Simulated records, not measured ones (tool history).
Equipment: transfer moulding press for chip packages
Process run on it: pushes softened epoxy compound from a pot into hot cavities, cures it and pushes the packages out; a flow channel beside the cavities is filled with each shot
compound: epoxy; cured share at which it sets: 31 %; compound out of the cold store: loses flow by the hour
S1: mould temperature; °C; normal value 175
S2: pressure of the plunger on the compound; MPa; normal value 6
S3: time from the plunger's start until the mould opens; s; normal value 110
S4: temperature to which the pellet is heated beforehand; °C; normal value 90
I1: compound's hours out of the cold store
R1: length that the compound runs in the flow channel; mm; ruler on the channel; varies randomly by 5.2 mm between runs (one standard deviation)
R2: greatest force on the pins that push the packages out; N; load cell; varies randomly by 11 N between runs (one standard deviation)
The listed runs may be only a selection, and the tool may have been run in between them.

Run 1, hour 0: usual settings; I1 43. Result: R1 462 mm, R2 763 N.
Run 2, hour 22.4: usual settings; I1 30. Result: R1 483 mm, R2 902 N.
Run 3, hour 42.7: usual settings; I1 44.4. Result: R1 457 mm, R2 908 N.
At hour 63.9: cavities cleaned with cleaning compound and waxed.
Run 4, hour 70.2: usual settings; I1 8.2. Result: R1 528 mm, R2 614 N.
Run 5, hour 88.1: usual settings but S3 126 s; I1 14.7. Result: R1 511 mm, R2 618 N.
Run 6, hour 111.9: usual settings but S4 85 °C; I1 45.7. Result: R1 460 mm, R2 826 N.
Run 7, hour 128.5: usual settings but S4 85 °C; I1 47.4. Result: R1 447 mm, R2 903 N.
Run 8, hour 143.3: usual settings but S4 85 °C; I1 29.3. Result: R1 487 mm, R2 939 N.
At hour 158.1: cavities cleaned with cleaning compound and waxed.
Run 9, hour 170.8: usual settings but S1 183 °C, S2 4.84 MPa, S3 143 s, S4 85 °C; I1 9.5. Result: R1 447 mm, R2 491 N.
Run 10, hour 197.6: usual settings but S1 183 °C, S2 4.84 MPa, S3 143 s, S4 85 °C; I1 17.2. Result: R1 434 mm, R2 637 N.
Run 11, hour 225.6: usual settings but S1 183 °C, S2 4.84 MPa, S3 143 s, S4 85 °C; I1 17.2. Result: R1 422 mm, R2 690 N.
Run 12, hour 244.3: usual settings but S1 183 °C, S2 4.84 MPa, S3 143 s, S4 85 °C; I1 9.8. Result: R1 441 mm, R2 728 N.
At hour 252.6: cavities cleaned with cleaning compound and waxed.
Run 13, hour 259.9: usual settings but S1 183 °C, S2 4.84 MPa, S3 143 s, S4 85 °C; I1 28. Result: R1 414 mm, R2 471 N.
Run 14, hour 289.5: usual settings but S1 183 °C, S2 4.84 MPa, S3 94 s, S4 85 °C; I1 37.4. Result: R1 396 mm, R2 706 N.
Run 15, hour 312.6: usual settings but S2 5.91 MPa, S4 89 °C; I1 27.2. Result: R1 471 mm, R2 871 N.

Each row is a separate what-if for the run after 15, all from the same tool condition, not one after another. Results?
Run A, hour 341.5: usual settings but S1 169 °C, S2 5.67 MPa, S4 89 °C; I1 46.3. Result: R1 ?, R2 ?.
Run B, hour 341.5: usual settings but S1 169 °C, S2 5.91 MPa, S3 101 s, S4 91 °C; I1 44.7. Result: R1 ?, R2 ?.
Run C, hour 341.5: usual settings but S1 179 °C, S2 7.3 MPa, S3 119 s, S4 89 °C; I1 15.9. Result: R1 ?, R2 ?.
Run D, hour 341.5: usual settings but S1 170 °C, S2 5.91 MPa, S3 113 s; I1 24.8. Result: R1 ?, R2 ?.
Run E, hour 341.5: usual settings but S1 171 °C, S2 5.1 MPa, S4 99 °C; I1 32.1. Result: R1 ?, R2 ?.

run   R1    R2
  A  437  1385
  B  451  1685
  C  535   759
  D  485  1304
  E  433  1178
Without the tool's hidden state the same runs would have given:
run   R1   R2
  A  468  761
  B  483  925
  C  572  398
  D  520  721
  E  464  644
